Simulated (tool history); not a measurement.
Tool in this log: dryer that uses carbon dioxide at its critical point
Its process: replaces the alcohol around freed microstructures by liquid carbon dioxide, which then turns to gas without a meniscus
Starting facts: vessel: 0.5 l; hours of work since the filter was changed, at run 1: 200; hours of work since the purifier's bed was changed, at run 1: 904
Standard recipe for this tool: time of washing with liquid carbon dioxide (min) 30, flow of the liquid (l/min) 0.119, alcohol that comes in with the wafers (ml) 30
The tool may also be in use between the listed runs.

run	hour	time of washing with liquid carbon dioxide (min)	flow of the liquid (l/min)	alcohol that comes in with the wafers (ml)	hours of work since the filter was changed	hours of work since the purifier's bed was changed	alcohol left in the vessel before it's heated (ppm by volume)
1	0.0	30	0.119	30	200	904	416
2	14.5	30	0.119	30	211	914	417
3	43.1	30	0.119	30	232	935	443
4	74.4	30	0.071	30	255	958	2852
5	100.4	30	0.071	30	274	977	2985
6	126.8	30	0.071	30	293	996	2930
# hour 140.8: purifier's bed changed
7	143.5	30	0.071	30	303	2	2853
8	163.7	30	0.071	30	318	17	2931
9	179.6	30	0.071	30	329	28	2998
# hour 191.8: inlet filter changed
10	193.9	30	0.071	24	2	38	1672
11	218.8	30	0.071	24	20	56	1701
12	232.2	30	0.071	24	29	66	1723
13	251.1	30	0.071	24	43	80	1726
14	276.8	30	0.177	30	62	98	29
15	290.6	30	0.177	30	72	108	29
16	311.8	30	0.177	30	87	124	40
17	332.6	30	0.177	30	103	139	38
18	352.3	30	0.177	30	117	153	40
19	366.4	47	0.079	76	127	164	545
20	396.9	47	0.079	76	149	186	563
21	409.7	23	0.102	30	159	195	1641
22	440.3	23	0.102	30	181	217	1698
23	467.3	23	0.102	30	201	237	1746
24	481.5	23	0.102	30	211	248	1808
25	510.2	28	0.175	37	232	268	96
26	535.4	28	0.175	30	250	287	82
27	562.1	36	0.119	43	270	306	196
28	580.5	30	0.183	103	283	320	107
29	598.5	20	0.162	30	296	333	517
30	612.5	21	0.200	33	307	343	175

Each row is a separate what-if for the run after 30, all from the same tool condition, not one after another. Results?
A	630.1	29	0.082	30	319	356	?
B	630.1	37	0.107	100	319	356	?
C	630.1	45	0.200	60	319	356	?
D	630.1	30	0.128	30	319	356	?
E	630.1	47	0.076	30	319	356	?

run	alcohol left in the vessel before it's heated (ppm by volume)
A	1961
B	662
C	63
D	271
E	422
With the hidden condition removed and each run's random variation left untouched, the same runs would have given:
run	alcohol left in the vessel before it's heated (ppm by volume)
A	1336
B	334
C	5
D	121
E	217
